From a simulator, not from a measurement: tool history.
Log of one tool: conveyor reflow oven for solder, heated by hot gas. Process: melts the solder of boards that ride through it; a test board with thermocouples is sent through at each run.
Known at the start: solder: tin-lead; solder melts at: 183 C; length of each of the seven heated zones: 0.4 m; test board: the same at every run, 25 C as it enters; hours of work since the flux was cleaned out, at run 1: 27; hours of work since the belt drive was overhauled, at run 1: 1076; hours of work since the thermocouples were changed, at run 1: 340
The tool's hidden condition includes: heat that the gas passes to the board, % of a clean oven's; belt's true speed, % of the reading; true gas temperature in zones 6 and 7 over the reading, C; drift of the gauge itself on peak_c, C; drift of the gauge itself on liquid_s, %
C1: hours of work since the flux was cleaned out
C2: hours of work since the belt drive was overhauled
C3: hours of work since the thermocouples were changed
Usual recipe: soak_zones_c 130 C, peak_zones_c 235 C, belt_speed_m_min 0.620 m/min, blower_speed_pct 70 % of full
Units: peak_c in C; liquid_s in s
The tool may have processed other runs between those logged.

run 1 hour=0.0 | soak_zones_c=130 peak_zones_c=235 belt_speed_m_min=0.620 blower_speed_pct=70 | C1=27 C2=1076 C3=340 | peak_c=213.5 liquid_s=51.0
run 2 hour=65.0 | soak_zones_c=130 peak_zones_c=235 belt_speed_m_min=0.620 blower_speed_pct=70 | C1=67 C2=1116 C3=380 | peak_c=213.5 liquid_s=50.9
run 3 hour=127.5 | soak_zones_c=130 peak_zones_c=235 belt_speed_m_min=0.620 blower_speed_pct=70 | C1=105 C2=1154 C3=418 | peak_c=213.0 liquid_s=51.5
run 4 hour=190.7 | soak_zones_c=130 peak_zones_c=235 belt_speed_m_min=0.620 blower_speed_pct=70 | C1=144 C2=1193 C3=456 | peak_c=213.4 liquid_s=51.3
run 5 hour=268.1 | soak_zones_c=130 peak_zones_c=235 belt_speed_m_min=0.620 blower_speed_pct=70 | C1=191 C2=1240 C3=504 | peak_c=213.2 liquid_s=50.7
-- hour=281.7 thermocouples of zones 6 and 7 changed
run 6 hour=305.1 | soak_zones_c=139 peak_zones_c=235 belt_speed_m_min=0.620 blower_speed_pct=70 | C1=212 C2=1262 C3=14 | peak_c=215.0 liquid_s=55.7
run 7 hour=348.8 | soak_zones_c=139 peak_zones_c=235 belt_speed_m_min=0.620 blower_speed_pct=70 | C1=239 C2=1288 C3=41 | peak_c=215.1 liquid_s=55.6
run 8 hour=425.1 | soak_zones_c=139 peak_zones_c=235 belt_speed_m_min=0.620 blower_speed_pct=70 | C1=286 C2=1335 C3=88 | peak_c=215.5 liquid_s=56.0
run 9 hour=501.5 | soak_zones_c=139 peak_zones_c=235 belt_speed_m_min=0.620 blower_speed_pct=70 | C1=332 C2=1382 C3=134 | peak_c=215.3 liquid_s=54.9
-- hour=512.5 belt drive overhauled, speed set with a stopwatch
run 10 hour=585.0 | soak_zones_c=139 peak_zones_c=235 belt_speed_m_min=0.683 blower_speed_pct=70 | C1=381 C2=44 C3=183 | peak_c=211.6 liquid_s=47.1
-- hour=605.5 flux residue cleaned out of gas plates and filters
run 11 hour=639.3 | soak_zones_c=121 peak_zones_c=235 belt_speed_m_min=0.620 blower_speed_pct=70 | C1=21 C2=74 C3=213 | peak_c=211.0 liquid_s=46.3
run 12 hour=677.2 | soak_zones_c=130 peak_zones_c=235 belt_speed_m_min=0.620 blower_speed_pct=70 | C1=44 C2=98 C3=236 | peak_c=213.0 liquid_s=51.7
run 13 hour=715.9 | soak_zones_c=130 peak_zones_c=235 belt_speed_m_min=0.620 blower_speed_pct=70 | C1=67 C2=121 C3=260 | peak_c=213.3 liquid_s=50.6
run 14 hour=792.6 | soak_zones_c=130 peak_zones_c=235 belt_speed_m_min=0.620 blower_speed_pct=70 | C1=114 C2=168 C3=307 | peak_c=213.5 liquid_s=50.4
run 15 hour=874.1 | soak_zones_c=130 peak_zones_c=235 belt_speed_m_min=0.620 blower_speed_pct=68 | C1=164 C2=218 C3=357 | peak_c=212.9 liquid_s=50.5
run 16 hour=951.9 | soak_zones_c=141 peak_zones_c=235 belt_speed_m_min=0.629 blower_speed_pct=68 | C1=212 C2=266 C3=404 | peak_c=214.5 liquid_s=54.8
run 17 hour=1019.5 | soak_zones_c=141 peak_zones_c=235 belt_speed_m_min=0.629 blower_speed_pct=68 | C1=253 C2=307 C3=446 | peak_c=214.5 liquid_s=55.1
run 18 hour=1075.3 | soak_zones_c=130 peak_zones_c=248 belt_speed_m_min=0.620 blower_speed_pct=75 | C1=287 C2=341 C3=480 | peak_c=225.6 liquid_s=60.3
-- hour=1129.0 thermocouples of zones 6 and 7 changed
run 19 hour=1142.5 | soak_zones_c=133 peak_zones_c=245 belt_speed_m_min=0.689 blower_speed_pct=75 | C1=327 C2=381 C3=8 | peak_c=218.9 liquid_s=51.1

Estimate the outcome of run 20 from the log above:
run 20 hour=1208.1 | soak_zones_c=136 peak_zones_c=234 belt_speed_m_min=0.542 blower_speed_pct=61 | C1=367 C2=421 C3=48 | peak_c=? liquid_s=?

Run 20 yielded peak_c 215.7 C, liquid_s 64.1 s.
On a tool with no hidden condition, and with the same random variation, this run would have come out at peak_c 215.8 C, liquid_s 64.3 s.
